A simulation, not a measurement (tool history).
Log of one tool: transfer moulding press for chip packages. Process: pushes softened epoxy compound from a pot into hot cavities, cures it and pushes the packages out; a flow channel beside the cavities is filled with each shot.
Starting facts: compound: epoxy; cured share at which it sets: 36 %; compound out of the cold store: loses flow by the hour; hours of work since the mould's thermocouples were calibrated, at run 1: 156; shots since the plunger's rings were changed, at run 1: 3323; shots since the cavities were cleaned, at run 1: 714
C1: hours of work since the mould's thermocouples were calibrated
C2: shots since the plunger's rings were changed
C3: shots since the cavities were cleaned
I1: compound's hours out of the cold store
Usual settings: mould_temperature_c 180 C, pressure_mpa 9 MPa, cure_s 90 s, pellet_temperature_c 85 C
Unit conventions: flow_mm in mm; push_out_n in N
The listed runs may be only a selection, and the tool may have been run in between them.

{"run": 1, "day": 0.0, "mould_temperature_c": 180, "pressure_mpa": 9, "cure_s": 90, "pellet_temperature_c": 85, "C1": 156, "C2": 3323, "C3": 714, "I1": 18.8, "flow_mm": 682, "push_out_n": 1004}
{"day": 0.767, "done": "cavities cleaned with cleaning compound and waxed"}
{"run": 2, "day": 1.329, "mould_temperature_c": 180, "pressure_mpa": 9, "cure_s": 90, "pellet_temperature_c": 85, "C1": 169, "C2": 3585, "C3": 116, "I1": 36.4, "flow_mm": 655, "push_out_n": 704}
{"run": 3, "day": 2.712, "mould_temperature_c": 184, "pressure_mpa": 9, "cure_s": 90, "pellet_temperature_c": 85, "C1": 183, "C2": 3872, "C3": 403, "I1": 31.7, "flow_mm": 649, "push_out_n": 715}
{"run": 4, "day": 4.233, "mould_temperature_c": 184, "pressure_mpa": 9, "cure_s": 90, "pellet_temperature_c": 85, "C1": 199, "C2": 4188, "C3": 719, "I1": 43.6, "flow_mm": 628, "push_out_n": 813}
{"day": 4.871, "done": "plunger's sealing rings changed"}
{"day": 5.104, "done": "cavities cleaned with cleaning compound and waxed"}
{"run": 5, "day": 5.612, "mould_temperature_c": 184, "pressure_mpa": 9, "cure_s": 90, "pellet_temperature_c": 85, "C1": 212, "C2": 140, "C3": 105, "I1": 46.4, "flow_mm": 646, "push_out_n": 548}
{"run": 6, "day": 7.275, "mould_temperature_c": 180, "pressure_mpa": 9, "cure_s": 90, "pellet_temperature_c": 86, "C1": 229, "C2": 486, "C3": 451, "I1": 12, "flow_mm": 716, "push_out_n": 893}
{"day": 9.304, "done": "cavities cleaned with cleaning compound and waxed"}
{"run": 7, "day": 9.617, "mould_temperature_c": 180, "pressure_mpa": 9, "cure_s": 90, "pellet_temperature_c": 86, "C1": 253, "C2": 959, "C3": 65, "I1": 41.8, "flow_mm": 662, "push_out_n": 656}
{"run": 8, "day": 11.096, "mould_temperature_c": 185, "pressure_mpa": 9, "cure_s": 90, "pellet_temperature_c": 85, "C1": 268, "C2": 1266, "C3": 372, "I1": 42.2, "flow_mm": 643, "push_out_n": 652}
{"run": 9, "day": 12.529, "mould_temperature_c": 185, "pressure_mpa": 9, "cure_s": 90, "pellet_temperature_c": 85, "C1": 283, "C2": 1563, "C3": 669, "I1": 39.9, "flow_mm": 644, "push_out_n": 770}
{"day": 13.621, "done": "cavities cleaned with cleaning compound and waxed"}
{"run": 10, "day": 14.733, "mould_temperature_c": 180, "pressure_mpa": 9, "cure_s": 90, "pellet_temperature_c": 85, "C1": 305, "C2": 2008, "C3": 231, "I1": 28.3, "flow_mm": 677, "push_out_n": 788}
{"run": 11, "day": 16.9, "mould_temperature_c": 180, "pressure_mpa": 9, "cure_s": 90, "pellet_temperature_c": 85, "C1": 328, "C2": 2458, "C3": 681, "I1": 47.5, "flow_mm": 644, "push_out_n": 964}
{"day": 17.796, "done": "cavities cleaned with cleaning compound and waxed"}
{"run": 12, "day": 18.15, "mould_temperature_c": 180, "pressure_mpa": 9, "cure_s": 90, "pellet_temperature_c": 85, "C1": 340, "C2": 2703, "C3": 73, "I1": 11, "flow_mm": 703, "push_out_n": 717}
{"run": 13, "day": 19.317, "mould_temperature_c": 180, "pressure_mpa": 9, "cure_s": 90, "pellet_temperature_c": 85, "C1": 352, "C2": 2946, "C3": 316, "I1": 8.8, "flow_mm": 707, "push_out_n": 859}
{"run": 14, "day": 20.683, "mould_temperature_c": 180, "pressure_mpa": 9, "cure_s": 90, "pellet_temperature_c": 83, "C1": 367, "C2": 3229, "C3": 599, "I1": 45, "flow_mm": 642, "push_out_n": 940}
{"run": 15, "day": 21.704, "mould_temperature_c": 182, "pressure_mpa": 8.93, "cure_s": 109, "pellet_temperature_c": 84, "C1": 377, "C2": 3441, "C3": 811, "I1": 29.7, "flow_mm": 657, "push_out_n": 757}
{"day": 22.146, "done": "cavities cleaned with cleaning compound and waxed"}
{"run": 16, "day": 23.379, "mould_temperature_c": 180, "pressure_mpa": 7.02, "cure_s": 90, "pellet_temperature_c": 85, "C1": 394, "C2": 3776, "C3": 256, "I1": 32.9, "flow_mm": 580, "push_out_n": 793}

Predict the results of run 17:
{"run": 17, "day": 25.183, "mould_temperature_c": 180, "pressure_mpa": 9, "cure_s": 110, "pellet_temperature_c": 92, "C1": 413, "C2": 4150, "C3": 630, "I1": 16.9, "flow_mm": "?", "push_out_n": "?"}

flow_mm: 687 mm
push_out_n: 726 N
Take away the tool's hidden state, keep the run-to-run variation as it was, and the same run would have given flow_mm 712 mm, push_out_n 448 N.
